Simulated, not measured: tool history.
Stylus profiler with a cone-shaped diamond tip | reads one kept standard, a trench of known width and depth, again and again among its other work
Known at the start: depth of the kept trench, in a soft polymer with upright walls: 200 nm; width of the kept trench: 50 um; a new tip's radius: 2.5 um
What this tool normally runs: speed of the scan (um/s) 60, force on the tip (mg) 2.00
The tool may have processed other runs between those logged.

run,hour,speed of the scan (um/s),force on the tip (mg),depth of the trench (angstrom),width of the trench's floor (µm)
1,0.0,60,2.00,2024.7,47.73
2,11.1,60,2.00,2024.4,47.75
3,20.6,193,2.00,2024.4,47.25
4,34.3,193,2.00,2024.6,47.28
5,44.2,193,2.95,2031.8,47.32
6,52.4,60,0.88,2014.0,47.65
7,62.2,114,1.08,2017.7,47.42
8,70.3,114,1.08,2017.4,47.44
9,80.9,114,1.08,2018.5,47.45
10,97.6,21,1.66,2022.1,47.82

Predict the results of run 11:
11,108.9,17,3.98,?,?

Run 11 produced depth of the trench (angstrom) 2039.6, width of the trench's floor (µm) 47.90.
The same run, on a tool lacking any hidden state, would have yielded depth of the trench (angstrom) 2038.6, width of the trench's floor (µm) 48.03.
